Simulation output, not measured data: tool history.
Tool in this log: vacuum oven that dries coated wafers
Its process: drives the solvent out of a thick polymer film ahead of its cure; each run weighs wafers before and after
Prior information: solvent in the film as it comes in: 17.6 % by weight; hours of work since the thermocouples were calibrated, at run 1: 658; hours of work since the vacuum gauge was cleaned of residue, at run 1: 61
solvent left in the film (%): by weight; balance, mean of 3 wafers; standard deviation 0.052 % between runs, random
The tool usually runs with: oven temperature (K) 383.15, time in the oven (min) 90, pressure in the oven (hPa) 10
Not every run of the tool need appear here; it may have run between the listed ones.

run,hour,oven temperature (K),time in the oven (min),pressure in the oven (hPa),hours of work since the thermocouples were calibrated,hours of work since the vacuum gauge was cleaned of residue,solvent left in the film (%)
1,0,383.15,90,10,658,61,1.41
2,69.5,383.15,90,10,697,100,1.5
3,134.9,383.15,90,10,733,136,1.48
4,187.7,383.15,90,10,763,166,1.47
5,257.6,383.15,90,10,802,205,1.43
6,327.9,383.15,90,10,841,244,1.35
7,361.8,383.15,90,10,860,263,1.39
8,403.9,373.15,90,10,884,287,3.41
9,458.2,373.15,90,10,914,317,3.43
10,497.7,373.15,90,10,936,339,3.4
11,531,373.15,90,10,954,357,3.37
12,570.2,373.15,90,10,976,379,3.47
13,603.6,383.15,47,10,995,398,3.15
14,638.7,370.15,75,20.8,1015,418,6.53
15,716,374.15,48,5.4,1058,461,5.36
16,769.5,374.15,48,5.4,1088,491,5.41
17,810.4,377.15,69,5.4,1111,514,2.77
18,859.9,371.15,45,6.7,1138,541,6.67
19,931.4,371.15,72,6.7,1178,581,4.47
20,967.6,391.15,93,6.7,1198,601,0.66
# hour 1016.9: oven's thermocouples calibrated
21,1034.2,391.15,93,6.7,10,637,0.54
22,1074.3,391.15,93,6.7,32,660,0.59

Estimate the outcome of run 23 from the log above:
23,1116.6,391.15,93,6.7,56,683,?

{"run 23": {"solvent left in the film (%)": 0.53}}
With the hidden condition absent and the run-to-run variation left alone, this run would have shown solvent left in the film (%) 0.52.
